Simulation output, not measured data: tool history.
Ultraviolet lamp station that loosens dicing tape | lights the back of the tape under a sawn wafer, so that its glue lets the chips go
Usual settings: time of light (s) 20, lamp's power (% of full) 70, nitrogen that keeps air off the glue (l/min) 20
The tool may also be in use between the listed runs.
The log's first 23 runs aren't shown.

run    hour  time of light (s)  lamp's power (% of full)  nitrogen that keeps air off the glue (l/min)  force that peels the tape off (N)  light that reached the tape (mJ/cm2)
 24  1134.3                 20                       100                                            25                              0.371                                   385
 25  1179.2                 20                        71                                            19                              0.870                                   274
 26  1223.0                 20                        70                                             8                              1.522                                   268
 27  1263.3                 10                        63                                            36                              1.980                                   118
 28  1292.1                 39                        77                                            20                              0.244                                   570
 29  1358.8                 36                        80                                            20                              0.246                                   535
 30  1414.4                 36                        80                                            20                              0.267                                   535
 31  1465.6                 17                        66                                            23                              1.174                                   205

Forecast each of these 4 alternatives for the next run:
  A  1511.6                 20                        66                                            13                                  ?                                     ?
  B  1511.6                 20                        70                                            14                                  ?                                     ?
  C  1511.6                 19                        70                                            20                                  ?                                     ?
  D  1511.6                 28                        66                                             7                                  ?                                     ?

run  force that peels the tape off (N)  light that reached the tape (mJ/cm2)
  A                              1.342                                   236
  B                              1.161                                   249
  C                              1.012                                   241
  D                              1.265                                   335
Without the tool's hidden state the same runs would have given:
run  force that peels the tape off (N)  light that reached the tape (mJ/cm2)
  A                              0.912                                   307
  B                              0.771                                   324
  C                              0.653                                   312
  D                              0.846                                   435
